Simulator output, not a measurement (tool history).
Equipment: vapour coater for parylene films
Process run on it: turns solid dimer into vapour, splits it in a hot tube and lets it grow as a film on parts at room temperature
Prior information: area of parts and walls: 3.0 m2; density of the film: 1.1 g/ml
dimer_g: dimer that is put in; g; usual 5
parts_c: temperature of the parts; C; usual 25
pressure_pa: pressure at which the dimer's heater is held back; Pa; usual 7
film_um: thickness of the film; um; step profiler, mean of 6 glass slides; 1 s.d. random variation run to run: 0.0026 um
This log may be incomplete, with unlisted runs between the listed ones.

run,day,dimer_g,parts_c,pressure_pa,film_um
1,0,5,25,7,0.778
2,0.838,5,25,7,0.774
3,1.55,5,25,11.24,0.712
4,2.642,5,25,11.24,0.716
5,3.992,5,25,7,0.768
6,4.883,5,25,7,0.772
7,5.6,2,25,7,0.306
8,6.446,2,25,7,0.303
9,7.212,5,22,7,0.81
10,8.029,5,22,7,0.808
11,8.629,5,25,7,0.759
12,9.262,5,25,5.52,0.798
13,9.912,5,18,10.44,0.808
14,10.621,5,18,10.44,0.809
15,11.275,5,18,10.44,0.811
16,12.388,5,18,10.44,0.806
# day 13.317: trap's valve overhauled
17,13.625,4,35,10.44,0.49
18,14.621,2,23,3.41,0.377
19,15.921,6,25,3.92,1.046
20,17.138,6,25,3.92,1.041
21,18.433,6,25,3.92,1.039
22,19.038,6,25,3.92,1.036
23,20.279,9,29,3.92,1.438
24,21.025,3,17,7.75,0.536

Below are 5 alternative next runs, each starting from the tool's condition after run 24. Predict each:
A,22.379,4,20,7,?
B,22.379,3,17,5.82,?
C,22.379,3,18,4.05,?
D,22.379,3,17,5.71,?
E,22.379,9,25,3.54,?

run,film_um
A,0.688
B,0.557
C,0.586
D,0.567
E,1.577
Had the tool no hidden state, the same runs would have come out as:
run,film_um
A,0.715
B,0.579
C,0.609
D,0.589
E,1.639

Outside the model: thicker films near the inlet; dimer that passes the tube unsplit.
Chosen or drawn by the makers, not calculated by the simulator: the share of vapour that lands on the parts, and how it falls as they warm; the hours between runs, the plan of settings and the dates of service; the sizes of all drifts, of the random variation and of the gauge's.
